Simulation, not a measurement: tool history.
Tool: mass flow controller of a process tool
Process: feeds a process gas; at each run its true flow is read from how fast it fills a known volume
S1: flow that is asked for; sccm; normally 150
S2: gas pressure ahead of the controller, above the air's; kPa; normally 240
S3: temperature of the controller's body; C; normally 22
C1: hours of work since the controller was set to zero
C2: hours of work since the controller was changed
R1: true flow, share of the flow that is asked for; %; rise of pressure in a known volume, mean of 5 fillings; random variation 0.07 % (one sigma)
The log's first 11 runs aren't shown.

run 12 hour=1753.3 | S1=359 S2=269 S3=22 | C1=4397 C2=4397 | R1=101.12
run 13 hour=1944.8 | S1=359 S2=269 S3=22 | C1=4507 C2=4507 | R1=101.25
run 14 hour=2071.4 | S1=201 S2=240 S3=22 | C1=4580 C2=4580 | R1=99.49
run 15 hour=2179.1 | S1=201 S2=240 S3=22 | C1=4642 C2=4642 | R1=99.68
run 16 hour=2399.6 | S1=201 S2=240 S3=22 | C1=4769 C2=4769 | R1=99.71
run 17 hour=2620.1 | S1=150 S2=206 S3=33 | C1=4896 C2=4896 | R1=99.34
run 18 hour=2712.2 | S1=209 S2=150 S3=35 | C1=4949 C2=4949 | R1=100.18
run 19 hour=2922.6 | S1=52 S2=240 S3=22 | C1=5070 C2=5070 | R1=94.14
run 20 hour=3107.4 | S1=66 S2=197 S3=35 | C1=5176 C2=5176 | R1=96.02
run 21 hour=3252.6 | S1=66 S2=197 S3=35 | C1=5260 C2=5260 | R1=96.1
run 22 hour=3406.5 | S1=66 S2=197 S3=35 | C1=5349 C2=5349 | R1=96.05
run 23 hour=3579.2 | S1=150 S2=268 S3=28 | C1=5448 C2=5448 | R1=99.27
run 24 hour=3734.8 | S1=210 S2=244 S3=22 | C1=5538 C2=5538 | R1=99.92
run 25 hour=3875 | S1=81 S2=169 S3=29 | C1=5618 C2=5618 | R1=96.54
run 26 hour=4086.1 | S1=81 S2=205 S3=35 | C1=5740 C2=5740 | R1=97.09
run 27 hour=4231.3 | S1=81 S2=205 S3=35 | C1=5824 C2=5824 | R1=97.06
run 28 hour=4432.5 | S1=143 S2=236 S3=24 | C1=5940 C2=5940 | R1=98.96
run 29 hour=4609.1 | S1=89 S2=206 S3=38 | C1=6041 C2=6041 | R1=97.67
run 30 hour=4719.9 | S1=150 S2=161 S3=23 | C1=6105 C2=6105 | R1=98.82
run 31 hour=4931.5 | S1=375 S2=271 S3=22 | C1=6227 C2=6227 | R1=102.06

Consider 3 possible next runs. They are alternatives, not a sequence: every one starts from the tool as it was left by run 31. What does each give?
run A hour=5046.3 | S1=375 S2=271 S3=28 | C1=6293 C2=6293 | R1=?
run B hour=5046.3 | S1=61 S2=222 S3=22 | C1=6293 C2=6293 | R1=?
run C hour=5046.3 | S1=150 S2=240 S3=40 | C1=6293 C2=6293 | R1=?

run=A R1=102.49
run=B R1=94.36
run=C R1=100.03
With the hidden condition removed and each run's random variation left untouched, the same runs would have given:
run=A R1=99.82
run=B R1=97.38
run=C R1=99.01
